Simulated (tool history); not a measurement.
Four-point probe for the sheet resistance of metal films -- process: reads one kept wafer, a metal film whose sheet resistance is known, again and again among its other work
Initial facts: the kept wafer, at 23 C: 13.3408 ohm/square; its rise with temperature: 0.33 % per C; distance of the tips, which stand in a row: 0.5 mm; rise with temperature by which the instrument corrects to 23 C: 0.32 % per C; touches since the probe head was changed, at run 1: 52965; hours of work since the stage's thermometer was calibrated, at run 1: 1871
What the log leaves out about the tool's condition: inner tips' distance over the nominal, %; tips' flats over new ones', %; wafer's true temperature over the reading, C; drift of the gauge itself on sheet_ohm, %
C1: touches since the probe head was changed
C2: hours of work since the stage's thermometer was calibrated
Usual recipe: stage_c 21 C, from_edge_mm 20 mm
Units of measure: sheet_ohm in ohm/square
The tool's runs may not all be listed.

Run 1, hour 0: usual settings; C1 52965; C2 1871. Result: sheet_ohm 13.315198 ohm/square.
Run 2, hour 30.4: usual settings but stage_c 26 C; C1 53790; C2 1884. Result: sheet_ohm 13.322882 ohm/square.
At hour 63.7: stage's thermometer calibrated.
Run 3, hour 66.6: usual settings; C1 54758; C2 1. Result: sheet_ohm 13.295608 ohm/square.
Run 4, hour 96.3: usual settings; C1 55564; C2 14. Result: sheet_ohm 13.295916 ohm/square.
Run 5, hour 128.1: usual settings; C1 56427; C2 27. Result: sheet_ohm 13.299578 ohm/square.
Run 6, hour 188.7: usual settings; C1 58071; C2 53. Result: sheet_ohm 13.296181 ohm/square.
Run 7, hour 238.5: usual settings; C1 59422; C2 74. Result: sheet_ohm 13.292949 ohm/square.
Run 8, hour 299.7: usual settings; C1 61083; C2 100. Result: sheet_ohm 13.289399 ohm/square.
Run 9, hour 325.4: usual settings; C1 61780; C2 111. Result: sheet_ohm 13.292698 ohm/square.
Run 10, hour 350.9: usual settings but stage_c 19 C, from_edge_mm 5 mm; C1 62473; C2 122. Result: sheet_ohm 13.357777 ohm/square.
Run 11, hour 375.6: usual settings but from_edge_mm 57 mm; C1 63143; C2 133. Result: sheet_ohm 13.286908 ohm/square.
Run 12, hour 428.9: usual settings but stage_c 24 C, from_edge_mm 12 mm; C1 64588; C2 155. Result: sheet_ohm 13.300218 ohm/square.
Run 13, hour 480.6: usual settings but stage_c 24 C, from_edge_mm 12 mm; C1 65991; C2 177. Result: sheet_ohm 13.298973 ohm/square.
Run 14, hour 513.3: usual settings but stage_c 24 C, from_edge_mm 12 mm; C1 66878; C2 191. Result: sheet_ohm 13.30308 ohm/square.
Run 15, hour 555: usual settings but stage_c 24 C, from_edge_mm 12 mm; C1 68008; C2 209. Result: sheet_ohm 13.300722 ohm/square.

The same runs without the tool's hidden state, with the same run-to-run variation:
run  sheet_ohm
  1  13.342091
  2  13.350548
  3  13.340311
  4  13.341196
  5  13.345432
  6  13.343249
  7  13.340898
  8  13.338547
  9  13.342369
 10  13.408116
 11  13.337526
 12  13.351803
 13  13.351541
 14  13.356281
 15  13.354763

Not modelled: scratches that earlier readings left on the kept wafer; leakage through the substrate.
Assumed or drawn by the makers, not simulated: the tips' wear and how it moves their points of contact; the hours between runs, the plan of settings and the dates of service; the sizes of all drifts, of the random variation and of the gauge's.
